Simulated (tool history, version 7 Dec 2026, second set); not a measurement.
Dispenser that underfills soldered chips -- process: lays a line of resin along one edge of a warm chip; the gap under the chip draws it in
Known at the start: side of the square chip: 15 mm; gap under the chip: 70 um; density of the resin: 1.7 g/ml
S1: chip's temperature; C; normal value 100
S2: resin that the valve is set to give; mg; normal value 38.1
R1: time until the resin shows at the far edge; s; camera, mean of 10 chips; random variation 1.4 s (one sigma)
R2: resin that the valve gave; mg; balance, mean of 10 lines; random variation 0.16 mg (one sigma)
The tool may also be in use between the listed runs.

run   hour   S1    S2     R1     R2
  1    0.0  100  38.1  193.1  37.55
  2    5.2  100  38.1  264.5  37.52
       9.2  -- new syringe of resin
  3   15.1  100  38.1  196.6  36.91
  4   20.2  103  38.1  238.0  37.16
      24.6  -- new syringe of resin
  5   29.7  103  38.1  165.7  36.81
  6   34.3  103  38.1  222.5  36.69
      39.3  -- new syringe of resin
  7   43.3  103  38.1  163.8  36.26
  8   51.6   99  38.1  306.8  36.13
      54.3  -- new syringe of resin
  9   61.2  100  35.3  226.1  33.17
 10   65.9  100  38.1  284.4  35.94
      69.4  -- new syringe of resin
 11   74.0  100  38.1  186.8  35.51
      84.4  -- new syringe of resin
 12   85.0  100  38.1  150.6  35.22
 13   91.3  100  38.1  218.4  35.14
      99.3  -- new syringe of resin
 14  103.0  100  38.1  177.5  34.71
 15  112.4  100  38.1  296.7  34.64
     114.4  -- new syringe of resin
 16  123.3  100  38.1  241.4  34.10
     129.4  -- new syringe of resin
 17  132.9  100  42.1  175.3  37.61
 18  143.5  100  33.1  357.7  29.17
     144.4  -- new syringe of resin
     145.4  -- dispensing valve cleaned and set on the balance
 19  153.3   89  36.6  367.1  36.25
     160.1  -- new syringe of resin
 20  160.8   99  41.2  154.6  40.88
 21  169.5  100  33.9  253.9  33.45
     175.5  -- new syringe of resin
 22  180.4  113  36.4  117.2  35.71
 23  187.8  110  38.4  198.0  37.24
     190.3  -- new syringe of resin
 24  196.2  111  38.4  132.3  37.05
     205.4  -- new syringe of resin
 25  206.3  105  46.4  119.1  44.06
 26  212.2  107  35.1  166.9  33.53
 27  219.3  107  35.1  254.9  32.99
     220.7  -- new syringe of resin
 28  226.7  107  35.1  160.1  33.18
 29  232.8  107  35.1  233.7  32.74
     235.9  -- new syringe of resin
 30  241.4   92  40.4  274.9  37.49
     250.8  -- new syringe of resin
 31  252.0  101  40.8  148.0  37.71
 32  257.8   98  37.0  241.8  33.69
 33  262.7  108  34.1  222.2  31.19
     265.8  -- new syringe of resin
 34  270.8  100  36.5  199.4  33.20

Alternative continuations, all from the tool just after run 34; predict every row:
  A  279.0   99  42.2   ?   ?
  B  279.0  112  38.1   ?   ?
  C  279.0  100  40.1   ?   ?

run     R1     R2
  A  318.2  37.74
  B  192.2  34.44
  C  303.3  36.02
The same runs, with their run-to-run variation unchanged, on a tool lacking any hidden condition would have given:
run     R1     R2
  A  142.4  41.91
  B   85.4  38.26
  C  135.0  40.02
